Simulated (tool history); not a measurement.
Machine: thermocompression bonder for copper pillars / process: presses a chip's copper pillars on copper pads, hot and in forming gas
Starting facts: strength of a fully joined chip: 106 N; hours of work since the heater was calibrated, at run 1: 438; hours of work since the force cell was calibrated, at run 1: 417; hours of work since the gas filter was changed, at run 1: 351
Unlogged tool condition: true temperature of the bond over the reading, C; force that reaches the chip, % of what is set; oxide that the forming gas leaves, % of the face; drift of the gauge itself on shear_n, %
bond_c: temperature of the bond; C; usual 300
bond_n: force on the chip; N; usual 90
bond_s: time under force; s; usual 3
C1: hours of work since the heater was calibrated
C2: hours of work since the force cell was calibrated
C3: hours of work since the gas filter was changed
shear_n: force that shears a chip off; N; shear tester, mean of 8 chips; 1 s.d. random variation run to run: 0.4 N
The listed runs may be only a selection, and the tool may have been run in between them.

{"run": 1, "hour": 0.0, "bond_c": 300, "bond_n": 90, "bond_s": 3, "C1": 438, "C2": 417, "C3": 351, "shear_n": 40.2}
{"run": 2, "hour": 18.0, "bond_c": 300, "bond_n": 90, "bond_s": 3, "C1": 451, "C2": 430, "C3": 365, "shear_n": 39}
{"run": 3, "hour": 32.4, "bond_c": 300, "bond_n": 122, "bond_s": 3, "C1": 462, "C2": 441, "C3": 375, "shear_n": 45.6}
{"run": 4, "hour": 48.3, "bond_c": 300, "bond_n": 122, "bond_s": 3, "C1": 474, "C2": 453, "C3": 387, "shear_n": 46.2}
{"run": 5, "hour": 62.7, "bond_c": 300, "bond_n": 56, "bond_s": 3, "C1": 484, "C2": 463, "C3": 398, "shear_n": 31.9}
{"run": 6, "hour": 83.0, "bond_c": 300, "bond_n": 56, "bond_s": 3, "C1": 499, "C2": 478, "C3": 413, "shear_n": 31.9}
{"run": 7, "hour": 91.7, "bond_c": 300, "bond_n": 90, "bond_s": 3, "C1": 506, "C2": 485, "C3": 419, "shear_n": 40.2}
{"run": 8, "hour": 109.7, "bond_c": 300, "bond_n": 90, "bond_s": 3, "C1": 519, "C2": 498, "C3": 433, "shear_n": 40.1}
{"hour": 117.8, "done": "forming gas filter changed"}
{"run": 9, "hour": 122.4, "bond_c": 300, "bond_n": 90, "bond_s": 3, "C1": 528, "C2": 507, "C3": 3, "shear_n": 42.3}
{"run": 10, "hour": 143.4, "bond_c": 300, "bond_n": 90, "bond_s": 6, "C1": 544, "C2": 523, "C3": 19, "shear_n": 53.9}
{"run": 11, "hour": 164.6, "bond_c": 300, "bond_n": 90, "bond_s": 6, "C1": 559, "C2": 538, "C3": 35, "shear_n": 54.1}
{"run": 12, "hour": 183.4, "bond_c": 300, "bond_n": 122, "bond_s": 3, "C1": 573, "C2": 552, "C3": 49, "shear_n": 47.9}
{"run": 13, "hour": 203.0, "bond_c": 275, "bond_n": 90, "bond_s": 3, "C1": 588, "C2": 567, "C3": 63, "shear_n": 28.7}
{"run": 14, "hour": 215.8, "bond_c": 275, "bond_n": 90, "bond_s": 2, "C1": 597, "C2": 576, "C3": 72, "shear_n": 23.3}
{"run": 15, "hour": 229.4, "bond_c": 320, "bond_n": 90, "bond_s": 3, "C1": 607, "C2": 586, "C3": 83, "shear_n": 54.8}
{"run": 16, "hour": 249.4, "bond_c": 328, "bond_n": 90, "bond_s": 3, "C1": 622, "C2": 601, "C3": 97, "shear_n": 59.2}
{"run": 17, "hour": 266.1, "bond_c": 314, "bond_n": 90, "bond_s": 3, "C1": 634, "C2": 613, "C3": 110, "shear_n": 51.1}
{"run": 18, "hour": 280.8, "bond_c": 314, "bond_n": 90, "bond_s": 3, "C1": 645, "C2": 624, "C3": 120, "shear_n": 50.8}
{"run": 19, "hour": 300.2, "bond_c": 314, "bond_n": 90, "bond_s": 3, "C1": 659, "C2": 639, "C3": 135, "shear_n": 50.1}
{"run": 20, "hour": 321.5, "bond_c": 314, "bond_n": 90, "bond_s": 3, "C1": 675, "C2": 654, "C3": 151, "shear_n": 50.8}
{"hour": 324.0, "done": "force cell calibrated"}
{"run": 21, "hour": 339.1, "bond_c": 313, "bond_n": 55, "bond_s": 3, "C1": 687, "C2": 11, "C3": 163, "shear_n": 39.9}
{"run": 22, "hour": 358.3, "bond_c": 313, "bond_n": 55, "bond_s": 4, "C1": 701, "C2": 25, "C3": 177, "shear_n": 44.1}
{"hour": 378.0, "done": "force cell calibrated, once more"}
{"run": 23, "hour": 378.7, "bond_c": 319, "bond_n": 63, "bond_s": 4, "C1": 715, "C2": 1, "C3": 191, "shear_n": 52.1}
{"run": 24, "hour": 398.3, "bond_c": 321, "bond_n": 72, "bond_s": 4, "C1": 730, "C2": 15, "C3": 205, "shear_n": 56}
{"run": 25, "hour": 414.5, "bond_c": 322, "bond_n": 90, "bond_s": 3, "C1": 742, "C2": 27, "C3": 217, "shear_n": 56.1}
{"run": 26, "hour": 426.4, "bond_c": 321, "bond_n": 131, "bond_s": 4, "C1": 751, "C2": 36, "C3": 226, "shear_n": 69.5}
{"run": 27, "hour": 447.2, "bond_c": 293, "bond_n": 78, "bond_s": 2, "C1": 766, "C2": 51, "C3": 241, "shear_n": 30.7}
{"run": 28, "hour": 466.7, "bond_c": 320, "bond_n": 129, "bond_s": 2, "C1": 780, "C2": 66, "C3": 256, "shear_n": 54.6}
{"run": 29, "hour": 484.0, "bond_c": 320, "bond_n": 129, "bond_s": 2, "C1": 793, "C2": 78, "C3": 269, "shear_n": 55.6}
{"run": 30, "hour": 498.7, "bond_c": 319, "bond_n": 130, "bond_s": 2, "C1": 804, "C2": 89, "C3": 279, "shear_n": 54.5}
{"run": 31, "hour": 512.2, "bond_c": 281, "bond_n": 95, "bond_s": 5, "C1": 814, "C2": 99, "C3": 289, "shear_n": 39.1}
{"run": 32, "hour": 527.5, "bond_c": 323, "bond_n": 135, "bond_s": 3, "C1": 825, "C2": 111, "C3": 301, "shear_n": 65.5}
{"hour": 541.0, "done": "heater calibrated with a thermocouple chip"}
{"run": 33, "hour": 546.2, "bond_c": 329, "bond_n": 90, "bond_s": 3, "C1": 4, "C2": 123, "C3": 313, "shear_n": 55.3}
{"run": 34, "hour": 558.1, "bond_c": 293, "bond_n": 90, "bond_s": 4, "C1": 13, "C2": 132, "C3": 322, "shear_n": 37.9}
{"run": 35, "hour": 575.8, "bond_c": 289, "bond_n": 90, "bond_s": 4, "C1": 26, "C2": 145, "C3": 335, "shear_n": 34.7}
{"run": 36, "hour": 591.9, "bond_c": 327, "bond_n": 90, "bond_s": 4, "C1": 38, "C2": 157, "C3": 347, "shear_n": 58.7}
{"run": 37, "hour": 604.0, "bond_c": 327, "bond_n": 90, "bond_s": 4, "C1": 47, "C2": 166, "C3": 356, "shear_n": 58.7}
{"run": 38, "hour": 621.4, "bond_c": 327, "bond_n": 90, "bond_s": 4, "C1": 59, "C2": 178, "C3": 369, "shear_n": 59}

Run 39 comes next. What will it give?
{"run": 39, "hour": 634.5, "bond_c": 327, "bond_n": 90, "bond_s": 4, "C1": 69, "C2": 188, "C3": 378, "shear_n": "?"}

shear_n: 58.9 N
Were there no unlogged condition in the tool, this run, its random variation unchanged, would have produced shear_n 62.8 N.

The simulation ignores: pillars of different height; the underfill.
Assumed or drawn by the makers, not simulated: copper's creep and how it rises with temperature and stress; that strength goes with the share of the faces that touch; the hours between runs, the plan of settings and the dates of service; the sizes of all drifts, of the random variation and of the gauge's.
